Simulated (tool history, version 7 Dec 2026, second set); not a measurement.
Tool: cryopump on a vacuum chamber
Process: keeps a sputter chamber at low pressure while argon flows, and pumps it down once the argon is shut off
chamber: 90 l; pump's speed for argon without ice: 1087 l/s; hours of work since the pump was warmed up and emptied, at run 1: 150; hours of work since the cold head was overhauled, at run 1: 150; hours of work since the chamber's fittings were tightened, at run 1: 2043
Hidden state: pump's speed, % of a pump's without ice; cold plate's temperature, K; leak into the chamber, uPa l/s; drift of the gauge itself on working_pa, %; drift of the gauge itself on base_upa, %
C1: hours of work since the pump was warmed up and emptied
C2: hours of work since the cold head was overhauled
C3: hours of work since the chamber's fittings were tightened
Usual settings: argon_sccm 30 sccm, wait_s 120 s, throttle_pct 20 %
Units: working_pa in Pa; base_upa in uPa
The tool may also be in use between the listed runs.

Run 1, hour 0: usual settings; C1 150; C2 150; C3 2043. Result: working_pa 0.2355 Pa, base_upa 1.66 uPa.
Run 2, hour 16.4: usual settings but wait_s 68 s; C1 161; C2 161; C3 2054. Result: working_pa 0.2355 Pa, base_upa 2.24 uPa.
Run 3, hour 30.9: usual settings but throttle_pct 59 %; C1 171; C2 171; C3 2063. Result: working_pa 0.0812 Pa, base_upa 1.7 uPa.
Run 4, hour 41.2: usual settings but throttle_pct 23 %; C1 178; C2 178; C3 2070. Result: working_pa 0.2046 Pa, base_upa 1.71 uPa.
Run 5, hour 52.8: usual settings but throttle_pct 23 %; C1 185; C2 185; C3 2078. Result: working_pa 0.2049 Pa, base_upa 1.73 uPa.
Run 6, hour 60.6: usual settings but throttle_pct 23 %; C1 191; C2 191; C3 2083. Result: working_pa 0.2045 Pa, base_upa 1.69 uPa.
Run 7, hour 76.7: usual settings but argon_sccm 31 sccm; C1 201; C2 201; C3 2094. Result: working_pa 0.2434 Pa, base_upa 1.7 uPa.
Run 8, hour 86: usual settings but argon_sccm 31 sccm; C1 207; C2 207; C3 2100. Result: working_pa 0.2428 Pa, base_upa 1.69 uPa.
Run 9, hour 97: usual settings but wait_s 37 s; C1 215; C2 215; C3 2107. Result: working_pa 0.2353 Pa, base_upa 3.29 uPa.
Run 10, hour 107.4: usual settings but wait_s 37 s; C1 222; C2 222; C3 2114. Result: working_pa 0.2353 Pa, base_upa 3.25 uPa.
Run 11, hour 115.1: usual settings; C1 227; C2 227; C3 2119. Result: working_pa 0.2356 Pa, base_upa 1.73 uPa.
Run 12, hour 127.6: usual settings; C1 235; C2 235; C3 2127. Result: working_pa 0.2351 Pa, base_upa 1.73 uPa.
Run 13, hour 136.3: usual settings but argon_sccm 28 sccm; C1 241; C2 241; C3 2133. Result: working_pa 0.2201 Pa, base_upa 1.74 uPa.
Run 14, hour 146.4: usual settings; C1 247; C2 247; C3 2140. Result: working_pa 0.235 Pa, base_upa 1.66 uPa.
Run 15, hour 156.2: usual settings but wait_s 97 s; C1 254; C2 254; C3 2146. Result: working_pa 0.236 Pa, base_upa 1.89 uPa.
Run 16, hour 168.2: usual settings; C1 262; C2 262; C3 2154. Result: working_pa 0.2358 Pa, base_upa 1.79 uPa.
Run 17, hour 181.8: usual settings; C1 271; C2 271; C3 2163. Result: working_pa 0.2359 Pa, base_upa 1.69 uPa.
Run 18, hour 190.3: usual settings; C1 277; C2 277; C3 2169. Result: working_pa 0.2358 Pa, base_upa 1.73 uPa.
Run 19, hour 204.5: usual settings but wait_s 23 s; C1 286; C2 286; C3 2178. Result: working_pa 0.2354 Pa, base_upa 4.62 uPa.
Run 20, hour 216.4: usual settings but argon_sccm 22 sccm, wait_s 63 s, throttle_pct 58 %; C1 294; C2 294; C3 2186. Result: working_pa 0.0609 Pa, base_upa 2.38 uPa.
Run 21, hour 228.1: usual settings but argon_sccm 60 sccm, throttle_pct 31 %; C1 302; C2 302; C3 2194. Result: working_pa 0.3075 Pa, base_upa 1.74 uPa.
Run 22, hour 242.4: usual settings but argon_sccm 54 sccm, wait_s 35 s, throttle_pct 31 %; C1 311; C2 311; C3 2203. Result: working_pa 0.2762 Pa, base_upa 3.48 uPa.
Run 23, hour 251.1: usual settings but argon_sccm 17 sccm, throttle_pct 43 %; C1 317; C2 317; C3 2209. Result: working_pa 0.0633 Pa, base_upa 1.76 uPa.
Run 24, hour 259.2: usual settings but argon_sccm 17 sccm, throttle_pct 43 %; C1 322; C2 322; C3 2215. Result: working_pa 0.0636 Pa, base_upa 1.75 uPa.
Run 25, hour 273.9: usual settings but argon_sccm 17 sccm, wait_s 97 s, throttle_pct 43 %; C1 332; C2 332; C3 2224. Result: working_pa 0.0631 Pa, base_upa 1.95 uPa.
Run 26, hour 286.6: usual settings but argon_sccm 18 sccm, wait_s 72 s; C1 340; C2 340; C3 2233. Result: working_pa 0.1421 Pa, base_upa 2.23 uPa.
Run 27, hour 301: usual settings but argon_sccm 44 sccm, wait_s 26 s; C1 350; C2 350; C3 2242. Result: working_pa 0.3468 Pa, base_upa 4.4 uPa.
Run 28, hour 315.9: usual settings but argon_sccm 44 sccm, wait_s 26 s; C1 360; C2 360; C3 2252. Result: working_pa 0.3469 Pa, base_upa 4.3 uPa.
Run 29, hour 330: usual settings but argon_sccm 54 sccm, wait_s 32 s; C1 369; C2 369; C3 2262. Result: working_pa 0.4259 Pa, base_upa 3.81 uPa.
Run 30, hour 337.5: usual settings but argon_sccm 54 sccm, wait_s 32 s; C1 374; C2 374; C3 2267. Result: working_pa 0.4259 Pa, base_upa 3.76 uPa.
Run 31, hour 352.2: usual settings but argon_sccm 54 sccm, wait_s 27 s; C1 384; C2 384; C3 2276. Result: working_pa 0.4257 Pa, base_upa 4.18 uPa.
Run 32, hour 360.9: usual settings but argon_sccm 37 sccm, throttle_pct 50 %; C1 390; C2 390; C3 2282. Result: working_pa 0.1193 Pa, base_upa 1.82 uPa.
Run 33, hour 371.6: usual settings but argon_sccm 21 sccm, throttle_pct 51 %; C1 397; C2 397; C3 2289. Result: working_pa 0.0664 Pa, base_upa 1.84 uPa.
Run 34, hour 378.5: usual settings but wait_s 41 s, throttle_pct 19 %; C1 401; C2 401; C3 2294. Result: working_pa 0.2489 Pa, base_upa 3.12 uPa.

Forecast each of these 4 alternatives for the next run:
Run A, hour 385.9: usual settings but argon_sccm 25 sccm, throttle_pct 19 %; C1 406; C2 406; C3 2299. Result: working_pa ?, base_upa ?.
Run B, hour 385.9: usual settings but argon_sccm 28 sccm, wait_s 41 s, throttle_pct 15 %; C1 406; C2 406; C3 2299. Result: working_pa ?, base_upa ?.
Run C, hour 385.9: usual settings but wait_s 41 s, throttle_pct 32 %; C1 406; C2 406; C3 2299. Result: working_pa ?, base_upa ?.
Run D, hour 385.9: usual settings but argon_sccm 22 sccm, throttle_pct 18 %; C1 406; C2 406; C3 2299. Result: working_pa ?, base_upa ?.

run  working_pa  base_upa
  A      0.2075      1.79
  B      0.2931      3.15
  C      0.1495      3.24
  D      0.1923      1.82
Without the tool's hidden state the same runs would have given:
run  working_pa  base_upa
  A      0.2045      0.98
  B      0.2897      2.33
  C      0.1459       2.4
  D      0.1896      0.98

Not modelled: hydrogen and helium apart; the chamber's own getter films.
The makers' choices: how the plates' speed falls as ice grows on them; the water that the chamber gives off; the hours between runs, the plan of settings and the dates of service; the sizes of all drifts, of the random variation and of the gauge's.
